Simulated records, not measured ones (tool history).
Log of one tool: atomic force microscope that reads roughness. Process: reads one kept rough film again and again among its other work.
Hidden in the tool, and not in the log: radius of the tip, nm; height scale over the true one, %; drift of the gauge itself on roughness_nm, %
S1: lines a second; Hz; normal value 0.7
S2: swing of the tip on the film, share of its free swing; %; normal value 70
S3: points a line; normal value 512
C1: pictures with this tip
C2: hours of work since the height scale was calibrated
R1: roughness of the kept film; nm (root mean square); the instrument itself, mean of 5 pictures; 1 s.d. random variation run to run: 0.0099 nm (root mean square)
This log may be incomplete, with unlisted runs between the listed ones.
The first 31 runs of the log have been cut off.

{"run": 32, "hour": 845.7, "S1": 2.017, "S2": 86, "S3": 839, "C1": 81, "C2": 1214, "R1": 1.627}
{"run": 33, "hour": 874.1, "S1": 1.118, "S2": 70, "S3": 597, "C1": 112, "C2": 1233, "R1": 1.856}
{"run": 34, "hour": 893.2, "S1": 1.118, "S2": 70, "S3": 747, "C1": 133, "C2": 1246, "R1": 1.795}
{"run": 35, "hour": 915.1, "S1": 0.7, "S2": 70, "S3": 728, "C1": 156, "C2": 1262, "R1": 1.789}
{"run": 36, "hour": 937.3, "S1": 0.7, "S2": 70, "S3": 728, "C1": 181, "C2": 1277, "R1": 1.724}
{"hour": 973.1, "done": "new tip fitted"}
{"run": 37, "hour": 973.1, "S1": 0.7, "S2": 70, "S3": 728, "C1": 0, "C2": 1301, "R1": 2.336}
{"hour": 977.0, "done": "height scale calibrated on a step standard"}
{"run": 38, "hour": 993.2, "S1": 0.7, "S2": 70, "S3": 728, "C1": 21, "C2": 11, "R1": 2.259}
{"run": 39, "hour": 1019.4, "S1": 0.7, "S2": 70, "S3": 728, "C1": 50, "C2": 29, "R1": 2.132}
{"run": 40, "hour": 1038.3, "S1": 0.888, "S2": 60, "S3": 359, "C1": 70, "C2": 42, "R1": 2.051}
{"run": 41, "hour": 1064.8, "S1": 0.888, "S2": 60, "S3": 359, "C1": 99, "C2": 61, "R1": 1.961}
{"run": 42, "hour": 1101.3, "S1": 3.545, "S2": 71, "S3": 309, "C1": 139, "C2": 86, "R1": 1.548}
{"run": 43, "hour": 1131.0, "S1": 3.545, "S2": 71, "S3": 309, "C1": 171, "C2": 107, "R1": 1.46}
{"hour": 1161.8, "done": "height scale calibrated on a step standard, once more"}
{"run": 44, "hour": 1163.9, "S1": 3.306, "S2": 84, "S3": 309, "C1": 206, "C2": 1, "R1": 1.181}
{"hour": 1176.3, "done": "new tip fitted"}
{"run": 45, "hour": 1190.8, "S1": 1.594, "S2": 62, "S3": 512, "C1": 16, "C2": 20, "R1": 2.15}
{"run": 46, "hour": 1214.5, "S1": 1.594, "S2": 62, "S3": 512, "C1": 42, "C2": 36, "R1": 2.058}
{"run": 47, "hour": 1248.9, "S1": 1.594, "S2": 62, "S3": 512, "C1": 79, "C2": 60, "R1": 1.93}
{"run": 48, "hour": 1266.6, "S1": 1.594, "S2": 63, "S3": 512, "C1": 98, "C2": 72, "R1": 1.873}
{"run": 49, "hour": 1294.0, "S1": 1.594, "S2": 63, "S3": 512, "C1": 128, "C2": 91, "R1": 1.786}
{"run": 50, "hour": 1320.9, "S1": 0.579, "S2": 65, "S3": 1018, "C1": 158, "C2": 110, "R1": 1.786}
{"run": 51, "hour": 1341.8, "S1": 1.345, "S2": 67, "S3": 1018, "C1": 181, "C2": 124, "R1": 1.661}
{"run": 52, "hour": 1372.8, "S1": 3.563, "S2": 77, "S3": 906, "C1": 214, "C2": 146, "R1": 1.295}

Forecast each of these 4 alternatives for the next run:
{"hour": 1378.3, "done": "new tip fitted"}
{"run": "A", "hour": 1401.9, "S1": 3.563, "S2": 57, "S3": 278, "C1": 25, "C2": 166, "R1": "?"}
{"hour": 1378.3, "done": "new tip fitted"}
{"run": "B", "hour": 1401.9, "S1": 3.563, "S2": 77, "S3": 906, "C1": 25, "C2": 166, "R1": "?"}
{"hour": 1378.3, "done": "new tip fitted"}
{"run": "C", "hour": 1401.9, "S1": 0.7, "S2": 70, "S3": 846, "C1": 25, "C2": 166, "R1": "?"}
{"hour": 1378.3, "done": "new tip fitted"}
{"run": "D", "hour": 1401.9, "S1": 3.563, "S2": 61, "S3": 906, "C1": 25, "C2": 166, "R1": "?"}

run=A R1=1.977
run=B R1=1.694
run=C R1=2.152
run=D R1=1.99
The same runs, with their run-to-run variation unchanged, on a tool lacking any hidden condition would have given:
run=A R1=2.096
run=B R1=1.795
run=C R1=2.28
run=D R1=2.109
